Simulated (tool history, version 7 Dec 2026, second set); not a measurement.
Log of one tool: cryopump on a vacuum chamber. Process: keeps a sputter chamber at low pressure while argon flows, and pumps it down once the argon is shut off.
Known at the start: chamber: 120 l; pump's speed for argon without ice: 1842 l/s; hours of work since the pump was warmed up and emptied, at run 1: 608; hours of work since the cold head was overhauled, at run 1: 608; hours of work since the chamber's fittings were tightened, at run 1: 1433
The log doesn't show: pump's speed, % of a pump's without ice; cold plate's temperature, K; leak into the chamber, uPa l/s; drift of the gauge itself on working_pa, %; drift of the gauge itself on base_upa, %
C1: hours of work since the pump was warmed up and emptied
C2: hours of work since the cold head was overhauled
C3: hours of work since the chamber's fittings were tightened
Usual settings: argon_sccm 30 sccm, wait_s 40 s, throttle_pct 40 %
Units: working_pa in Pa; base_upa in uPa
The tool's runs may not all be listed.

{"run": 1, "hour": 0.0, "argon_sccm": 30, "wait_s": 40, "throttle_pct": 40, "C1": 608, "C2": 608, "C3": 1433, "working_pa": 0.0763, "base_upa": 4.4}
{"run": 2, "hour": 89.2, "argon_sccm": 30, "wait_s": 40, "throttle_pct": 40, "C1": 678, "C2": 678, "C3": 1502, "working_pa": 0.0785, "base_upa": 4.47}
{"hour": 158.7, "done": "leaking fittings of the chamber tightened, without venting"}
{"hour": 168.0, "done": "pump warmed up, emptied and cooled again"}
{"run": 3, "hour": 168.0, "argon_sccm": 30, "wait_s": 40, "throttle_pct": 60, "C1": 0, "C2": 733, "C3": 3, "working_pa": 0.0467, "base_upa": 2.1}
{"run": 4, "hour": 272.3, "argon_sccm": 30, "wait_s": 40, "throttle_pct": 40, "C1": 81, "C2": 814, "C3": 84, "working_pa": 0.0697, "base_upa": 2.17}
{"run": 5, "hour": 340.3, "argon_sccm": 30, "wait_s": 40, "throttle_pct": 40, "C1": 134, "C2": 867, "C3": 137, "working_pa": 0.0701, "base_upa": 2.32}
{"run": 6, "hour": 442.5, "argon_sccm": 30, "wait_s": 40, "throttle_pct": 40, "C1": 213, "C2": 946, "C3": 216, "working_pa": 0.0712, "base_upa": 2.42}
{"run": 7, "hour": 488.9, "argon_sccm": 30, "wait_s": 40, "throttle_pct": 40, "C1": 249, "C2": 982, "C3": 252, "working_pa": 0.0709, "base_upa": 2.47}
{"run": 8, "hour": 564.9, "argon_sccm": 30, "wait_s": 40, "throttle_pct": 40, "C1": 308, "C2": 1041, "C3": 311, "working_pa": 0.0728, "base_upa": 2.62}
{"run": 9, "hour": 622.3, "argon_sccm": 30, "wait_s": 40, "throttle_pct": 40, "C1": 352, "C2": 1086, "C3": 356, "working_pa": 0.0737, "base_upa": 2.64}
{"run": 10, "hour": 675.4, "argon_sccm": 30, "wait_s": 40, "throttle_pct": 40, "C1": 394, "C2": 1127, "C3": 397, "working_pa": 0.0727, "base_upa": 2.76}
{"run": 11, "hour": 777.3, "argon_sccm": 30, "wait_s": 40, "throttle_pct": 40, "C1": 473, "C2": 1206, "C3": 476, "working_pa": 0.0746, "base_upa": 2.92}
{"run": 12, "hour": 849.1, "argon_sccm": 30, "wait_s": 40, "throttle_pct": 40, "C1": 528, "C2": 1262, "C3": 532, "working_pa": 0.0755, "base_upa": 3.02}
{"run": 13, "hour": 918.2, "argon_sccm": 30, "wait_s": 40, "throttle_pct": 40, "C1": 582, "C2": 1316, "C3": 585, "working_pa": 0.0756, "base_upa": 3.09}
{"run": 14, "hour": 1023.4, "argon_sccm": 30, "wait_s": 40, "throttle_pct": 32, "C1": 664, "C2": 1397, "C3": 667, "working_pa": 0.0939, "base_upa": 3.34}
{"run": 15, "hour": 1070.4, "argon_sccm": 30, "wait_s": 40, "throttle_pct": 24, "C1": 700, "C2": 1434, "C3": 704, "working_pa": 0.124, "base_upa": 3.4}
{"hour": 1117.4, "done": "pump warmed up, emptied and cooled again"}
{"run": 16, "hour": 1135.3, "argon_sccm": 30, "wait_s": 40, "throttle_pct": 24, "C1": 14, "C2": 1480, "C3": 750, "working_pa": 0.115, "base_upa": 3.08}
{"run": 17, "hour": 1201.1, "argon_sccm": 30, "wait_s": 40, "throttle_pct": 24, "C1": 65, "C2": 1531, "C3": 801, "working_pa": 0.1146, "base_upa": 3.16}
{"run": 18, "hour": 1277.9, "argon_sccm": 30, "wait_s": 84, "throttle_pct": 17, "C1": 124, "C2": 1591, "C3": 861, "working_pa": 0.1616, "base_upa": 2.2}
{"run": 19, "hour": 1327.7, "argon_sccm": 13, "wait_s": 68, "throttle_pct": 46, "C1": 163, "C2": 1629, "C3": 899, "working_pa": 0.0278, "base_upa": 2.63}
{"run": 20, "hour": 1427.1, "argon_sccm": 32, "wait_s": 40, "throttle_pct": 32, "C1": 240, "C2": 1707, "C3": 976, "working_pa": 0.0955, "base_upa": 3.6}
{"run": 21, "hour": 1535.0, "argon_sccm": 56, "wait_s": 74, "throttle_pct": 30, "C1": 324, "C2": 1790, "C3": 1060, "working_pa": 0.1771, "base_upa": 2.79}
{"run": 22, "hour": 1607.5, "argon_sccm": 54, "wait_s": 52, "throttle_pct": 58, "C1": 380, "C2": 1846, "C3": 1116, "working_pa": 0.0942, "base_upa": 3.44}
{"run": 23, "hour": 1674.9, "argon_sccm": 54, "wait_s": 52, "throttle_pct": 58, "C1": 433, "C2": 1899, "C3": 1169, "working_pa": 0.0945, "base_upa": 3.51}
{"run": 24, "hour": 1777.4, "argon_sccm": 30, "wait_s": 85, "throttle_pct": 22, "C1": 512, "C2": 1978, "C3": 1248, "working_pa": 0.1325, "base_upa": 3.05}
{"run": 25, "hour": 1867.1, "argon_sccm": 30, "wait_s": 85, "throttle_pct": 22, "C1": 582, "C2": 2048, "C3": 1318, "working_pa": 0.1332, "base_upa": 3.32}
{"run": 26, "hour": 1934.1, "argon_sccm": 30, "wait_s": 85, "throttle_pct": 22, "C1": 634, "C2": 2100, "C3": 1370, "working_pa": 0.1342, "base_upa": 3.55}
{"run": 27, "hour": 1981.1, "argon_sccm": 30, "wait_s": 85, "throttle_pct": 22, "C1": 670, "C2": 2136, "C3": 1406, "working_pa": 0.1337, "base_upa": 3.58}
{"hour": 2069.4, "done": "pump warmed up, emptied and cooled again"}
{"run": 28, "hour": 2077.7, "argon_sccm": 30, "wait_s": 85, "throttle_pct": 22, "C1": 6, "C2": 2207, "C3": 1477, "working_pa": 0.1249, "base_upa": 3.04}
{"run": 29, "hour": 2134.9, "argon_sccm": 30, "wait_s": 85, "throttle_pct": 22, "C1": 51, "C2": 2252, "C3": 1522, "working_pa": 0.1256, "base_upa": 3.16}
{"hour": 2181.9, "done": "leaking fittings of the chamber tightened, without venting"}
{"run": 30, "hour": 2181.9, "argon_sccm": 30, "wait_s": 85, "throttle_pct": 22, "C1": 86, "C2": 2287, "C3": 0, "working_pa": 0.1261, "base_upa": 1.06}
{"run": 31, "hour": 2230.2, "argon_sccm": 16, "wait_s": 40, "throttle_pct": 56, "C1": 123, "C2": 2324, "C3": 37, "working_pa": 0.0269, "base_upa": 2.17}
{"run": 32, "hour": 2316.0, "argon_sccm": 48, "wait_s": 102, "throttle_pct": 40, "C1": 190, "C2": 2391, "C3": 104, "working_pa": 0.1137, "base_upa": 1.1}
{"run": 33, "hour": 2422.0, "argon_sccm": 48, "wait_s": 102, "throttle_pct": 40, "C1": 272, "C2": 2473, "C3": 186, "working_pa": 0.1161, "base_upa": 1.2}

Forecast each of these 5 alternatives for the next run:
{"run": "A", "hour": 2492.2, "argon_sccm": 33, "wait_s": 29, "throttle_pct": 40, "C1": 327, "C2": 2528, "C3": 241, "working_pa": "?", "base_upa": "?"}
{"run": "B", "hour": 2492.2, "argon_sccm": 48, "wait_s": 102, "throttle_pct": 30, "C1": 327, "C2": 2528, "C3": 241, "working_pa": "?", "base_upa": "?"}
{"run": "C", "hour": 2492.2, "argon_sccm": 15, "wait_s": 40, "throttle_pct": 27, "C1": 327, "C2": 2528, "C3": 241, "working_pa": "?", "base_upa": "?"}
{"run": "D", "hour": 2492.2, "argon_sccm": 48, "wait_s": 52, "throttle_pct": 40, "C1": 327, "C2": 2528, "C3": 241, "working_pa": "?", "base_upa": "?"}
{"run": "E", "hour": 2492.2, "argon_sccm": 24, "wait_s": 91, "throttle_pct": 42, "C1": 327, "C2": 2528, "C3": 241, "working_pa": "?", "base_upa": "?"}

run=A working_pa=0.0817 base_upa=3.18
run=B working_pa=0.1532 base_upa=1.26
run=C working_pa=0.0527 base_upa=2.46
run=D working_pa=0.1177 base_upa=2
run=E working_pa=0.0565 base_upa=1.4
Without the tool's hidden state the same runs would have given:
run=A working_pa=0.077 base_upa=2.8
run=B working_pa=0.1464 base_upa=0.89
run=C working_pa=0.0505 base_upa=2.08
run=D working_pa=0.1108 base_upa=1.63
run=E working_pa=0.053 base_upa=1.02
